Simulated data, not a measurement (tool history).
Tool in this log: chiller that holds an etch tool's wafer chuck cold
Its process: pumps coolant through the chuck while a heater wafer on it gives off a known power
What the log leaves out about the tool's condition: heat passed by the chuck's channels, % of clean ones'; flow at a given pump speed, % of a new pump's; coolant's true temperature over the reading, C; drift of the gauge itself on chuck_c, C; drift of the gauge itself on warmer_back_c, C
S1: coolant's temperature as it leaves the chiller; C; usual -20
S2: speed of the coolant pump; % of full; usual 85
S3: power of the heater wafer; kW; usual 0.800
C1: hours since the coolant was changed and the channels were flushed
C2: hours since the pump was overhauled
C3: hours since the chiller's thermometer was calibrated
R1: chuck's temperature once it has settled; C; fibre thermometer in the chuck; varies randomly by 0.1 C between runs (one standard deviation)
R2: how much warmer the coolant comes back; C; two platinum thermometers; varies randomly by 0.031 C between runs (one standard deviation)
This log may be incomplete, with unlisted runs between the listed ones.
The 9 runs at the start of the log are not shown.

run 10 hour=193.2 | S1=-20 S2=85 S3=0.800 | C1=1651 C2=846 C3=1405 | R1=-12.4 R2=2.14
run 11 hour=221.8 | S1=-20 S2=85 S3=0.800 | C1=1679 C2=875 C3=1433 | R1=-12.3 R2=2.13
run 12 hour=243.3 | S1=-20 S2=85 S3=0.800 | C1=1701 C2=896 C3=1455 | R1=-12.4 R2=2.16
run 13 hour=260.2 | S1=-20 S2=85 S3=0.800 | C1=1718 C2=913 C3=1472 | R1=-12.5 R2=2.14
run 14 hour=272.7 | S1=-20 S2=85 S3=0.800 | C1=1730 C2=926 C3=1484 | R1=-12.4 R2=2.11
run 15 hour=286.2 | S1=-20 S2=85 S3=0.800 | C1=1744 C2=939 C3=1498 | R1=-12.4 R2=2.10
run 16 hour=303.0 | S1=-20 S2=85 S3=0.551 | C1=1760 C2=956 C3=1514 | R1=-14.8 R2=1.41
run 17 hour=319.9 | S1=-20 S2=72 S3=0.921 | C1=1777 C2=973 C3=1531 | R1=-10.3 R2=2.93
run 18 hour=349.3 | S1=-20 S2=93 S3=1.079 | C1=1807 C2=1002 C3=1561 | R1=-10.1 R2=2.58
run 19 hour=368.7 | S1=-23 S2=65 S3=0.800 | C1=1826 C2=1022 C3=1580 | R1=-14.1 R2=2.90
run 20 hour=397.9 | S1=-23 S2=65 S3=0.800 | C1=1855 C2=1051 C3=1609 | R1=-14.0 R2=2.81
run 21 hour=428.1 | S1=-20 S2=92 S3=0.800 | C1=1885 C2=1081 C3=1640 | R1=-12.8 R2=1.94
run 22 hour=450.1 | S1=-20 S2=92 S3=0.800 | C1=1907 C2=1103 C3=1662 | R1=-12.7 R2=1.95
run 23 hour=475.1 | S1=-23 S2=68 S3=0.455 | C1=1932 C2=1128 C3=1686 | R1=-18.1 R2=1.48
run 24 hour=504.9 | S1=-28 S2=85 S3=0.800 | C1=1962 C2=1158 C3=1716 | R1=-20.3 R2=2.12
run 25 hour=535.0 | S1=-20 S2=89 S3=0.991 | C1=1992 C2=1188 C3=1746 | R1=-10.8 R2=2.52

What does the tool deliver on the next run?
run 26 hour=555.3 | S1=-20 S2=61 S3=0.640 | C1=2013 C2=1209 C3=1767 | R1=? R2=?

{"run 26": {"R1": -12.4, "R2": 2.42}}
Had the tool carried no hidden state, the very same run would have given R1 -12.4 C, R2 2.42 C.
